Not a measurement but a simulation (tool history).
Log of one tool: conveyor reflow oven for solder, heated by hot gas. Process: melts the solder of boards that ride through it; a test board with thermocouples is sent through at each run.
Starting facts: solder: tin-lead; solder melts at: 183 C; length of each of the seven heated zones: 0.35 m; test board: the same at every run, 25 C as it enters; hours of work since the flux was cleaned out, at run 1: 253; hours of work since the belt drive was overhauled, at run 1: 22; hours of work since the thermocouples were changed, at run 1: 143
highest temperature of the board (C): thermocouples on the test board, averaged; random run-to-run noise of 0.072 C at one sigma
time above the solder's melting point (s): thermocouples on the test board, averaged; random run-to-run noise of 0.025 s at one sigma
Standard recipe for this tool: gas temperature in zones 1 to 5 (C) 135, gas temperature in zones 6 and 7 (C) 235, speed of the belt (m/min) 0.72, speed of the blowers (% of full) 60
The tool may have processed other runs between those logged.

run	hour	gas temperature in zones 1 to 5 (C)	gas temperature in zones 6 and 7 (C)	speed of the belt (m/min)	speed of the blowers (% of full)	hours of work since the flux was cleaned out	hours of work since the belt drive was overhauled	hours of work since the thermocouples were changed	highest temperature of the board (C)	time above the solder's melting point (s)
1	0	135	235	0.72	60	253	22	143	216.5	42.22
2	27	135	235	0.72	60	267	36	158	216.4	42.15
3	57	135	235	0.72	60	283	52	174	216.37	42.15
4	74.4	135	247	0.72	60	292	61	183	226.63	47.74
5	88.1	148	235	0.72	60	300	69	190	218.64	47.32
# hour 114: flux residue cleaned out of gas plates and filters
6	114	148	235	0.72	60	0	80	201	219.7	48.01
7	128.1	148	235	0.72	60	8	87	209	219.51	47.96
8	153.5	135	235	0.72	60	21	101	223	217.19	42.9
9	183	135	225	0.72	60	37	117	238	208.63	37.23
10	200.1	135	225	0.72	60	46	126	247	208.5	37.19
11	224.4	146	235	0.72	60	59	139	260	219.1	47.1
12	249.6	146	235	0.72	60	72	152	274	218.94	47.07
13	275.3	146	235	0.72	60	86	166	288	218.99	47.09
14	291	135	235	0.72	60	94	174	296	217.02	42.73
15	321	135	235	0.72	60	111	190	312	216.88	42.76
16	340	135	234	0.72	60	121	201	322	216.04	42.23
17	360.9	135	235	0.72	87	132	212	333	223.15	47.01
18	376.6	145	246	0.671	60	140	220	342	230.48	56.15
19	408.3	145	246	0.671	60	157	237	359	230.18	56.17
20	426.9	145	246	0.671	60	167	247	369	230.32	56.14
21	441.7	123	230	0.732	76	175	255	376	214.1	38.34
22	455.9	135	235	0.753	59	183	262	384	214.84	39.35
23	479.7	135	236	0.754	59	195	275	397	215.58	39.75
24	497.7	135	236	0.754	59	205	285	406	215.4	39.75
25	522.7	148	229	0.686	71	218	298	420	217.23	49.98
26	539.2	148	229	0.686	71	227	307	428	217.19	49.97
27	553.4	148	229	0.686	71	235	315	436	217.28	49.95
28	574.7	148	229	0.686	71	246	326	447	217.27	49.98
29	599.8	139	235	0.794	56	259	339	461	212.45	36.47

Alternative continuations, all from the tool just after run 29; predict every row:
A	615.4	139	235	0.794	54	268	348	469	?	?
B	615.4	139	234	0.794	80	268	348	469	?	?
C	615.4	146	235	0.657	65	268	348	469	?	?
D	615.4	135	247	0.754	60	268	348	469	?	?
E	615.4	128	249	0.794	59	268	348	469	?	?

run	highest temperature of the board (C)	time above the solder's melting point (s)
A	211.64	35.84
B	218.03	40.72
C	221.95	54.08
D	224.91	44.96
E	222.78	39.91
With no hidden state in the tool, these same runs would have given:
run	highest temperature of the board (C)	time above the solder's melting point (s)
A	213.14	36.67
B	219.77	41.41
C	223.41	54.51
D	226.57	45.48
E	224.52	40.54
